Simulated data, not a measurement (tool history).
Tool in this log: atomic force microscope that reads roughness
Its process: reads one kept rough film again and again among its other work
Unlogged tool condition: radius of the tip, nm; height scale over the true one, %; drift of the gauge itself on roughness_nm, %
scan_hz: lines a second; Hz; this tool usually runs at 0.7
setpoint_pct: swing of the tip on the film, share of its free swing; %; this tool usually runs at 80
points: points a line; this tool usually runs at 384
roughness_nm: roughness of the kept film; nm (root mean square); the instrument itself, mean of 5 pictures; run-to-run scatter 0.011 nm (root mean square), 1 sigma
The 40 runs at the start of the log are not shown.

| run | day | scan_hz | setpoint_pct | points | pictures with this tip | hours of work since the height scale was calibrated | roughness_nm |
|---|---|---|---|---|---|---|---|
|  | 72.533 | new tip fitted |
| 41 | 72.6 | 0.754 | 72 | 560 | 3 | 619 | 2.421 |
| 42 | 73.975 | 0.754 | 72 | 560 | 61 | 638 | 1.757 |
|  | 76.133 | new tip fitted |
| 43 | 76.133 | 3.182 | 77 | 946 | 0 | 668 | 2.325 |
| 44 | 78.125 | 1.338 | 56 | 384 | 84 | 696 | 1.53 |
|  | 79.65 | new tip fitted |
| 45 | 79.85 | 1.364 | 61 | 594 | 8 | 719 | 2.349 |
| 46 | 81.671 | 1.364 | 61 | 594 | 85 | 744 | 1.617 |
|  | 83.262 | new tip fitted |
| 47 | 84.308 | 1.364 | 61 | 594 | 44 | 780 | 1.945 |
|  | 86.829 | new tip fitted |
| 48 | 86.829 | 1.364 | 83 | 594 | 0 | 815 | 2.442 |
| 49 | 89.458 | 1.512 | 69 | 379 | 111 | 851 | 1.363 |
|  | 90.3 | new tip fitted |
| 50 | 91.879 | 0.7 | 81 | 412 | 67 | 884 | 1.713 |
| 51 | 93.633 | 0.7 | 81 | 412 | 141 | 909 | 1.267 |

3 options for the next run, each taken on its own from the tool as it stands now. Forecast them:
|  | 93.788 | new tip fitted |
| A | 95.612 | 0.7 | 72 | 412 | 78 | 936 | ? |
|  | 93.788 | new tip fitted |
| B | 95.612 | 2.774 | 80 | 384 | 78 | 936 | ? |
|  | 93.788 | new tip fitted |
| C | 95.612 | 2.854 | 75 | 475 | 78 | 936 | ? |

| run | roughness_nm |
|---|---|
| A | 1.614 |
| B | 1.467 |
| C | 1.522 |
Take away the tool's hidden state, keep each run's random variation, and the runs would have read:
| run | roughness_nm |
|---|---|
| A | 2.581 |
| B | 2.341 |
| C | 2.427 |
